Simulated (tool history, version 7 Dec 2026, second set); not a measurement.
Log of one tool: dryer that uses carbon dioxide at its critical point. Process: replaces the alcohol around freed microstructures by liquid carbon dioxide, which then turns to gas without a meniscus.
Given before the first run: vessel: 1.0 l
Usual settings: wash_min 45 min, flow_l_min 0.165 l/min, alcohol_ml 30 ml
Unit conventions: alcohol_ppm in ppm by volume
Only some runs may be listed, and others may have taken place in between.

run 1 hour=0 | wash_min=45 flow_l_min=0.165 alcohol_ml=30 | alcohol_ppm=76
run 2 hour=12.3 | wash_min=45 flow_l_min=0.165 alcohol_ml=30 | alcohol_ppm=78
run 3 hour=27.9 | wash_min=45 flow_l_min=0.165 alcohol_ml=30 | alcohol_ppm=75
run 4 hour=39.7 | wash_min=45 flow_l_min=0.165 alcohol_ml=30 | alcohol_ppm=84
run 5 hour=57.2 | wash_min=45 flow_l_min=0.165 alcohol_ml=30 | alcohol_ppm=86
run 6 hour=71 | wash_min=68 flow_l_min=0.165 alcohol_ml=30 | alcohol_ppm=15
run 7 hour=83.8 | wash_min=68 flow_l_min=0.165 alcohol_ml=30 | alcohol_ppm=3
run 8 hour=99.8 | wash_min=45 flow_l_min=0.165 alcohol_ml=30 | alcohol_ppm=95
run 9 hour=113.3 | wash_min=45 flow_l_min=0.165 alcohol_ml=30 | alcohol_ppm=96
-- hour=126.6 inlet filter changed
run 10 hour=127.4 | wash_min=45 flow_l_min=0.165 alcohol_ml=30 | alcohol_ppm=67
run 11 hour=139 | wash_min=45 flow_l_min=0.165 alcohol_ml=98 | alcohol_ppm=190
run 12 hour=153.8 | wash_min=45 flow_l_min=0.165 alcohol_ml=24 | alcohol_ppm=57
run 13 hour=164.5 | wash_min=45 flow_l_min=0.165 alcohol_ml=30 | alcohol_ppm=70
run 14 hour=177.8 | wash_min=45 flow_l_min=0.165 alcohol_ml=30 | alcohol_ppm=75
run 15 hour=193 | wash_min=45 flow_l_min=0.165 alcohol_ml=30 | alcohol_ppm=66
run 16 hour=201.5 | wash_min=45 flow_l_min=0.165 alcohol_ml=30 | alcohol_ppm=77
run 17 hour=213.4 | wash_min=45 flow_l_min=0.165 alcohol_ml=30 | alcohol_ppm=66
run 18 hour=222.3 | wash_min=37 flow_l_min=0.171 alcohol_ml=30 | alcohol_ppm=153
run 19 hour=239.7 | wash_min=63 flow_l_min=0.241 alcohol_ml=22 | alcohol_ppm=22
run 20 hour=251.4 | wash_min=63 flow_l_min=0.241 alcohol_ml=22 | alcohol_ppm=24
run 21 hour=258.6 | wash_min=63 flow_l_min=0.117 alcohol_ml=40 | alcohol_ppm=94
run 22 hour=273.8 | wash_min=55 flow_l_min=0.238 alcohol_ml=119 | alcohol_ppm=17
run 23 hour=289.6 | wash_min=43 flow_l_min=0.252 alcohol_ml=119 | alcohol_ppm=36
run 24 hour=301.2 | wash_min=33 flow_l_min=0.132 alcohol_ml=28 | alcohol_ppm=732
run 25 hour=314.6 | wash_min=33 flow_l_min=0.132 alcohol_ml=28 | alcohol_ppm=723
run 26 hour=325.7 | wash_min=33 flow_l_min=0.132 alcohol_ml=28 | alcohol_ppm=703
run 27 hour=337.3 | wash_min=45 flow_l_min=0.255 alcohol_ml=113 | alcohol_ppm=33
run 28 hour=344.6 | wash_min=45 flow_l_min=0.255 alcohol_ml=113 | alcohol_ppm=32
run 29 hour=360.7 | wash_min=46 flow_l_min=0.11 alcohol_ml=73 | alcohol_ppm=1004
run 30 hour=376.4 | wash_min=45 flow_l_min=0.194 alcohol_ml=55 | alcohol_ppm=65

Forecast run 31:
run 31 hour=390.4 | wash_min=45 flow_l_min=0.121 alcohol_ml=30 | alcohol_ppm=?

alcohol_ppm: 316 ppm by volume
Take away the tool's hidden state, keep the run-to-run variation as it was, and the same run would have given alcohol_ppm 250 ppm by volume.
